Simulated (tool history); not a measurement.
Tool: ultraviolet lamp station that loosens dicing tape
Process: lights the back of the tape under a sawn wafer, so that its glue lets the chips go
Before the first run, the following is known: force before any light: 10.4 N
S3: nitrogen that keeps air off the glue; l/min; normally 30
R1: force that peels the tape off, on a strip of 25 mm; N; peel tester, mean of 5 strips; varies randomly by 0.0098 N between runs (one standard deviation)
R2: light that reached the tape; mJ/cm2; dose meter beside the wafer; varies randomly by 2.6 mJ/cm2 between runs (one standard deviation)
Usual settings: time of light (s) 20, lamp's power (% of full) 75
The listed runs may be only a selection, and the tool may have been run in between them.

{"run": 1, "hour": 0.0, "time of light (s)": 20, "lamp's power (% of full)": 75, "S3": 30, "R1": 0.683, "R2": 274}
{"run": 2, "hour": 7.4, "time of light (s)": 20, "lamp's power (% of full)": 75, "S3": 30, "R1": 0.672, "R2": 267}
{"run": 3, "hour": 20.4, "time of light (s)": 20, "lamp's power (% of full)": 75, "S3": 30, "R1": 0.689, "R2": 263}
{"run": 4, "hour": 27.5, "time of light (s)": 20, "lamp's power (% of full)": 75, "S3": 30, "R1": 0.701, "R2": 266}
{"run": 5, "hour": 40.0, "time of light (s)": 20, "lamp's power (% of full)": 75, "S3": 30, "R1": 0.716, "R2": 266}
{"run": 6, "hour": 49.4, "time of light (s)": 20, "lamp's power (% of full)": 75, "S3": 30, "R1": 0.708, "R2": 260}
{"run": 7, "hour": 61.6, "time of light (s)": 20, "lamp's power (% of full)": 75, "S3": 30, "R1": 0.73, "R2": 262}
{"run": 8, "hour": 67.2, "time of light (s)": 20, "lamp's power (% of full)": 75, "S3": 30, "R1": 0.727, "R2": 266}
{"hour": 68.4, "done": "window cleaned of glue's vapour"}
{"run": 9, "hour": 75.6, "time of light (s)": 28, "lamp's power (% of full)": 75, "S3": 30, "R1": 0.34, "R2": 358}
{"run": 10, "hour": 88.6, "time of light (s)": 20, "lamp's power (% of full)": 96, "S3": 30, "R1": 0.42, "R2": 331}
{"hour": 93.8, "done": "window cleaned of glue's vapour, once more"}
{"run": 11, "hour": 96.2, "time of light (s)": 20, "lamp's power (% of full)": 75, "S3": 12, "R1": 1.369, "R2": 262}

The next listed run, before its measurement:
{"run": 12, "hour": 107.9, "time of light (s)": 20, "lamp's power (% of full)": 75, "S3": 12, "R1": "?", "R2": "?"}

{"run 12": {"R1": 1.425, "R2": 265}}
The same run, on a tool lacking any hidden state, would have yielded R1 0.903 N, R2 333 mJ/cm2.

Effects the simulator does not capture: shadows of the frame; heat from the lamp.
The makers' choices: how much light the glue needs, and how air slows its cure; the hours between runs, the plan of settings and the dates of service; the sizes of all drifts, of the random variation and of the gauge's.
